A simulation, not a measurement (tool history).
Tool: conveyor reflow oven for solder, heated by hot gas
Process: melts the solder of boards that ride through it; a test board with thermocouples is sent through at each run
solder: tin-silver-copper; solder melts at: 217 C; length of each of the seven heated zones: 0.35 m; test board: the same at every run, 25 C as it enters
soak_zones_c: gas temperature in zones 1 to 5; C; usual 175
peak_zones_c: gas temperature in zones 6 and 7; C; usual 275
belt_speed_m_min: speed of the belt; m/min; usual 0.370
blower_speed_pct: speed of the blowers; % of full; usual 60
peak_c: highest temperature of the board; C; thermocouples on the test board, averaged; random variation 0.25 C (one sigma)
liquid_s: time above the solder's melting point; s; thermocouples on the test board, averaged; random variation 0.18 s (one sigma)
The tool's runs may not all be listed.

| run | day | soak_zones_c | peak_zones_c | belt_speed_m_min | blower_speed_pct | peak_c | liquid_s |
|---|---|---|---|---|---|---|---|
| 1 | 0.000 | 175 | 275 | 0.370 | 60 | 263.9 | 97.6 |
| 2 | 1.354 | 175 | 275 | 0.370 | 60 | 264.0 | 97.8 |
| 3 | 2.525 | 175 | 269 | 0.370 | 60 | 258.2 | 93.1 |
| 4 | 3.275 | 175 | 275 | 0.370 | 60 | 263.5 | 97.5 |
| 5 | 4.338 | 175 | 288 | 0.370 | 60 | 276.0 | 105.5 |
| 6 | 4.946 | 175 | 275 | 0.357 | 60 | 264.7 | 102.2 |
| 7 | 5.788 | 175 | 275 | 0.357 | 60 | 264.9 | 101.8 |
| 8 | 6.479 | 180 | 275 | 0.357 | 60 | 265.2 | 105.2 |
| 9 | 7.046 | 164 | 275 | 0.370 | 60 | 262.4 | 91.5 |
| 10 | 8.225 | 164 | 275 | 0.370 | 60 | 262.5 | 91.4 |
| 11 | 8.804 | 164 | 271 | 0.370 | 60 | 258.5 | 88.6 |
| 12 | 9.829 | 175 | 275 | 0.370 | 60 | 263.4 | 97.5 |
| 13 | 11.096 | 175 | 275 | 0.370 | 77 | 266.8 | 100.4 |
| 14 | 11.667 | 175 | 275 | 0.370 | 60 | 263.5 | 97.6 |
| 15 | 12.517 | 175 | 275 | 0.370 | 60 | 263.8 | 97.6 |
| 16 | 13.450 | 175 | 275 | 0.370 | 60 | 263.3 | 97.5 |
| 17 | 14.579 | 183 | 275 | 0.384 | 60 | 263.5 | 97.5 |
| 18 | 15.850 | 169 | 275 | 0.414 | 66 | 260.6 | 82.0 |
| 19 | 16.892 | 175 | 287 | 0.315 | 60 | 279.4 | 126.2 |
| 20 | 17.954 | 175 | 282 | 0.414 | 84 | 271.8 | 92.0 |
| 21 | 18.708 | 176 | 267 | 0.414 | 84 | 257.7 | 84.1 |
| 22 | 19.512 | 176 | 267 | 0.323 | 74 | 260.8 | 112.5 |
| 23 | 20.638 | 176 | 267 | 0.323 | 74 | 261.4 | 112.6 |
|  | 21.796 | flux residue cleaned out of gas plates and filters |
| 24 | 21.796 | 175 | 265 | 0.427 | 64 | 251.2 | 74.1 |
| 25 | 22.608 | 182 | 281 | 0.370 | 60 | 270.0 | 105.4 |
| 26 | 23.538 | 182 | 281 | 0.370 | 60 | 270.3 | 105.4 |
| 27 | 24.567 | 171 | 288 | 0.370 | 57 | 274.8 | 103.1 |
| 28 | 25.829 | 187 | 269 | 0.370 | 57 | 258.9 | 100.7 |
| 29 | 26.538 | 187 | 269 | 0.370 | 57 | 259.2 | 100.6 |
| 30 | 27.308 | 187 | 269 | 0.370 | 57 | 258.7 | 100.3 |
| 31 | 28.150 | 187 | 269 | 0.370 | 57 | 258.9 | 100.3 |

3 ways to go on from here, each from the tool as it stands after run 31. What would each give?
| A | 29.342 | 175 | 280 | 0.341 | 60 | ? | ? |
| B | 29.342 | 175 | 288 | 0.368 | 60 | ? | ? |
| C | 29.342 | 187 | 269 | 0.429 | 63 | ? | ? |

| run | peak_c | liquid_s |
|---|---|---|
| A | 270.5 | 111.4 |
| B | 276.4 | 106.0 |
| C | 256.2 | 83.9 |
Without the tool's hidden state the same runs would have given:
| run | peak_c | liquid_s |
|---|---|---|
| A | 270.6 | 111.5 |
| B | 276.5 | 106.0 |
| C | 256.3 | 84.0 |
